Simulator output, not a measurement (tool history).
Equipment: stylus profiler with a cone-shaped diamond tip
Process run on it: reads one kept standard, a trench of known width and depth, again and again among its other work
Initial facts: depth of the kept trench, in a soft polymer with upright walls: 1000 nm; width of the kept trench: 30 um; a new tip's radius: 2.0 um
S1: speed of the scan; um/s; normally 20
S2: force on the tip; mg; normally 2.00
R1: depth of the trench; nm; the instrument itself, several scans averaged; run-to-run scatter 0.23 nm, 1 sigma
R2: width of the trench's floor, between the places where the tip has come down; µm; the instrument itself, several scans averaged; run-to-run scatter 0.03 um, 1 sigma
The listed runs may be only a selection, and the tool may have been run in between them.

Run 1, hour 0.0: usual settings. Result: R1 1008.97 nm, R2 26.44 µm.
Run 2, hour 60.5: usual settings. Result: R1 1008.87 nm, R2 26.42 µm.
Run 3, hour 116.1: usual settings. Result: R1 1008.35 nm, R2 26.44 µm.
Run 4, hour 178.2: usual settings but S1 13 um/s. Result: R1 1008.71 nm, R2 26.44 µm.
Run 5, hour 290.8: usual settings but S1 13 um/s. Result: R1 1008.93 nm, R2 26.44 µm.
Run 6, hour 367.0: usual settings but S1 13 um/s. Result: R1 1009.16 nm, R2 26.49 µm.
Run 7, hour 458.3: usual settings but S1 13 um/s, S2 4.63 mg. Result: R1 1015.50 nm, R2 26.41 µm.
Run 8, hour 539.3: usual settings but S1 13 um/s, S2 4.63 mg. Result: R1 1015.43 nm, R2 26.45 µm.
Run 9, hour 626.5: usual settings but S1 13 um/s, S2 4.63 mg. Result: R1 1015.23 nm, R2 26.52 µm.
Run 10, hour 676.7: usual settings but S1 13 um/s, S2 4.63 mg. Result: R1 1015.36 nm, R2 26.50 µm.
Run 11, hour 761.7: usual settings but S1 13 um/s, S2 4.63 mg. Result: R1 1015.31 nm, R2 26.46 µm.
Run 12, hour 862.4: usual settings but S1 13 um/s, S2 4.63 mg. Result: R1 1015.49 nm, R2 26.45 µm.
At hour 908.2: new tip fitted, height scale calibrated.
Run 13, hour 958.0: usual settings but S1 13 um/s, S2 4.63 mg. Result: R1 1015.35 nm, R2 26.49 µm.
Run 14, hour 1039.1: usual settings. Result: R1 1008.76 nm, R2 26.44 µm.
Run 15, hour 1133.2: usual settings but S1 22 um/s, S2 4.25 mg. Result: R1 1014.66 nm, R2 26.52 µm.
Run 16, hour 1228.5: usual settings but S1 11 um/s, S2 0.81 mg. Result: R1 1004.71 nm, R2 26.49 µm.
Run 17, hour 1309.9: usual settings but S1 16 um/s. Result: R1 1008.69 nm, R2 26.48 µm.
Run 18, hour 1381.6: usual settings but S1 7 um/s, S2 1.09 mg. Result: R1 1005.73 nm, R2 26.48 µm.
Run 19, hour 1437.4: usual settings but S2 1.13 mg. Result: R1 1006.31 nm, R2 26.43 µm.
Run 20, hour 1504.5: usual settings but S1 6 um/s, S2 0.95 mg. Result: R1 1005.22 nm, R2 26.46 µm.
Run 21, hour 1570.0: usual settings but S1 79 um/s, S2 2.06 mg. Result: R1 1008.77 nm, R2 26.19 µm.
Run 22, hour 1626.1: usual settings but S1 37 um/s, S2 0.90 mg. Result: R1 1005.03 nm, R2 26.26 µm.
Run 23, hour 1688.6: usual settings but S1 37 um/s, S2 5.38 mg. Result: R1 1017.05 nm, R2 26.43 µm.
Run 24, hour 1789.5: usual settings but S1 37 um/s, S2 5.38 mg. Result: R1 1017.31 nm, R2 26.39 µm.
Run 25, hour 1841.5: usual settings but S1 5 um/s, S2 5.91 mg. Result: R1 1018.61 nm, R2 26.52 µm.
Run 26, hour 1889.3: usual settings but S1 9 um/s, S2 0.75 mg. Result: R1 1004.07 nm, R2 26.48 µm.
Run 27, hour 1983.8: usual settings but S1 25 um/s, S2 0.75 mg. Result: R1 1004.43 nm, R2 26.33 µm.
Run 28, hour 2099.2: usual settings but S1 6 um/s, S2 1.30 mg. Result: R1 1006.77 nm, R2 26.56 µm.

Each row is a separate what-if for the run after 28, all from the same tool condition, not one after another. Results?
Run A, hour 2194.4: usual settings but S1 6 um/s, S2 1.19 mg. Result: R1 ?, R2 ?.
Run B, hour 2194.4: usual settings but S1 46 um/s, S2 1.23 mg. Result: R1 ?, R2 ?.
Run C, hour 2194.4: usual settings but S1 31 um/s. Result: R1 ?, R2 ?.
Run D, hour 2194.4: usual settings but S1 11 um/s, S2 0.98 mg. Result: R1 ?, R2 ?.

run       R1     R2
  A  1006.71  26.45
  B  1006.30  26.34
  C  1008.79  26.41
  D  1005.72  26.50
Had the tool no hidden state, the same runs would have come out as:
run       R1     R2
  A  1006.66  26.46
  B  1006.25  26.35
  C  1008.75  26.42
  D  1005.67  26.51

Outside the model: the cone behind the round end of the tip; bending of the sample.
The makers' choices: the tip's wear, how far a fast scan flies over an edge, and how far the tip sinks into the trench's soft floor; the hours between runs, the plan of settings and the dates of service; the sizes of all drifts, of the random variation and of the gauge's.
